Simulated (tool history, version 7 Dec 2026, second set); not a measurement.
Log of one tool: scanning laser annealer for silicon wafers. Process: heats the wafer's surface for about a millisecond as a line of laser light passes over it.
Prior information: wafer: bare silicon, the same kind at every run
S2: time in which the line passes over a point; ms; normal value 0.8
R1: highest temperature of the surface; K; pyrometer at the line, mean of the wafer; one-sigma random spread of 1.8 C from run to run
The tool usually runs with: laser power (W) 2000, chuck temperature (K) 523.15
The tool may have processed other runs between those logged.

{"run": 1, "hour": 0.0, "laser power (W)": 2000, "S2": 0.8, "chuck temperature (K)": 523.15, "R1": 1274.15}
{"run": 2, "hour": 66.9, "laser power (W)": 1858, "S2": 0.8, "chuck temperature (K)": 523.15, "R1": 1220.15}
{"run": 3, "hour": 106.3, "laser power (W)": 2000, "S2": 0.8, "chuck temperature (K)": 523.15, "R1": 1270.15}
{"hour": 150.2, "done": "window over the wafer cleaned"}
{"run": 4, "hour": 178.4, "laser power (W)": 2000, "S2": 0.8, "chuck temperature (K)": 523.15, "R1": 1249.15}
{"run": 5, "hour": 245.6, "laser power (W)": 1857, "S2": 0.8, "chuck temperature (K)": 523.15, "R1": 1201.15}
{"run": 6, "hour": 279.3, "laser power (W)": 2000, "S2": 0.8, "chuck temperature (K)": 539.15, "R1": 1262.15}
{"run": 7, "hour": 318.5, "laser power (W)": 2000, "S2": 0.974, "chuck temperature (K)": 539.15, "R1": 1326.15}
{"run": 8, "hour": 376.1, "laser power (W)": 2000, "S2": 0.974, "chuck temperature (K)": 539.15, "R1": 1323.15}
{"run": 9, "hour": 406.4, "laser power (W)": 2000, "S2": 0.974, "chuck temperature (K)": 539.15, "R1": 1319.15}
{"run": 10, "hour": 463.9, "laser power (W)": 2000, "S2": 0.8, "chuck temperature (K)": 523.15, "R1": 1238.15}
{"run": 11, "hour": 502.1, "laser power (W)": 1955, "S2": 0.8, "chuck temperature (K)": 523.15, "R1": 1216.15}
{"hour": 560.2, "done": "window over the wafer cleaned, once more"}
{"run": 12, "hour": 561.1, "laser power (W)": 2000, "S2": 0.8, "chuck temperature (K)": 523.15, "R1": 1298.15}
{"run": 13, "hour": 632.9, "laser power (W)": 2000, "S2": 0.8, "chuck temperature (K)": 523.15, "R1": 1297.15}
{"run": 14, "hour": 675.3, "laser power (W)": 2090, "S2": 0.581, "chuck temperature (K)": 523.15, "R1": 1224.15}
{"run": 15, "hour": 746.6, "laser power (W)": 2072, "S2": 0.611, "chuck temperature (K)": 512.15, "R1": 1216.15}
{"run": 16, "hour": 795.4, "laser power (W)": 2072, "S2": 0.611, "chuck temperature (K)": 512.15, "R1": 1217.15}
{"run": 17, "hour": 832.2, "laser power (W)": 2023, "S2": 0.58, "chuck temperature (K)": 560.15, "R1": 1230.15}
{"hour": 859.8, "done": "optics aligned, line set to its width"}
{"run": 18, "hour": 883.5, "laser power (W)": 2113, "S2": 0.71, "chuck temperature (K)": 507.15, "R1": 1287.15}
{"run": 19, "hour": 950.8, "laser power (W)": 1958, "S2": 0.947, "chuck temperature (K)": 486.15, "R1": 1304.15}
{"run": 20, "hour": 992.6, "laser power (W)": 1958, "S2": 0.947, "chuck temperature (K)": 486.15, "R1": 1299.15}
{"run": 21, "hour": 1035.7, "laser power (W)": 2142, "S2": 0.582, "chuck temperature (K)": 562.15, "R1": 1283.15}
{"run": 22, "hour": 1102.7, "laser power (W)": 2142, "S2": 0.582, "chuck temperature (K)": 562.15, "R1": 1277.15}
{"run": 23, "hour": 1142.4, "laser power (W)": 2142, "S2": 0.582, "chuck temperature (K)": 562.15, "R1": 1275.15}
{"run": 24, "hour": 1175.2, "laser power (W)": 2142, "S2": 0.582, "chuck temperature (K)": 562.15, "R1": 1274.15}
{"run": 25, "hour": 1217.0, "laser power (W)": 2142, "S2": 0.582, "chuck temperature (K)": 562.15, "R1": 1274.15}
{"run": 26, "hour": 1277.7, "laser power (W)": 2008, "S2": 0.711, "chuck temperature (K)": 554.15, "R1": 1280.15}

Forecast each of these 4 alternatives for the next run:
{"run": "A", "hour": 1324.0, "laser power (W)": 1874, "S2": 0.907, "chuck temperature (K)": 504.15, "R1": "?"}
{"run": "B", "hour": 1324.0, "laser power (W)": 2008, "S2": 0.849, "chuck temperature (K)": 554.15, "R1": "?"}
{"run": "C", "hour": 1324.0, "laser power (W)": 1906, "S2": 0.627, "chuck temperature (K)": 523.15, "R1": "?"}
{"run": "D", "hour": 1324.0, "laser power (W)": 2000, "S2": 0.669, "chuck temperature (K)": 511.15, "R1": "?"}

run=A R1=1258.15
run=B R1=1334.15
run=C R1=1174.15
run=D R1=1216.15
Without the tool's hidden state the same runs would have given:
run=A R1=1294.15
run=B R1=1372.15
run=C R1=1206.15
run=D R1=1250.15
